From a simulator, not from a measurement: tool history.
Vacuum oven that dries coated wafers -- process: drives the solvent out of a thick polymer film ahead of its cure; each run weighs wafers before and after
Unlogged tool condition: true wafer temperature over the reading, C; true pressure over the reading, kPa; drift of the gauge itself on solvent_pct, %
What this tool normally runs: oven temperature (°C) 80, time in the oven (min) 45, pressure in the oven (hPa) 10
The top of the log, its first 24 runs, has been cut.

run	hour	oven temperature (°C)	time in the oven (min)	pressure in the oven (hPa)	hours of work since the thermocouples were calibrated	hours of work since the vacuum gauge was cleaned of residue	solvent left in the film (%)
25	256.6	80	45	10	55	299	3.16
26	264.2	80	80	20.2	59	302	3.18
27	272.9	80	79	8.6	63	307	1.67
28	285	73	28	38.2	69	313	11.82
29	297.4	73	28	38.2	76	319	11.74
30	305.5	90	24	10	80	323	2.36
31	313.4	69	45	10	84	327	7.87
32	323.2	69	45	10	89	332	7.75
33	336.4	69	45	10	95	339	7.91
34	346	65	25	13.7	100	344	12.78
35	353.2	91	29	30.8	104	347	3.47
36	365.3	91	29	30.8	110	353	3.39
37	372.1	90	29	30.8	113	357	3.61
38	386.5	67	67	10	120	364	6.84
39	396.2	86	67	10	125	369	1.18
40	403.5	86	67	10	129	372	1.26
41	417.9	90	55	21.1	136	380	2.14
42	432.1	73	79	21.7	143	387	5.35
43	440.8	73	79	11.9	148	391	3.78
44	454	73	79	11.9	154	398	3.98
45	462.6	72	79	14.7	159	402	4.58
46	471.9	80	45	15.8	163	407	3.82
47	478.8	68	31	10	167	410	10.13

Alternative continuations, all from the tool just after run 47; predict every row:
A	488.7	90	45	10	172	415	?
B	488.7	72	25	17.6	172	415	?
C	488.7	85	30	30.2	172	415	?

run	solvent left in the film (%)
A	1.25
B	10.36
C	4.95
Stripped of hidden state, with their random variation kept, the same runs would have yielded:
run	solvent left in the film (%)
A	1.16
B	10.4
C	4.98
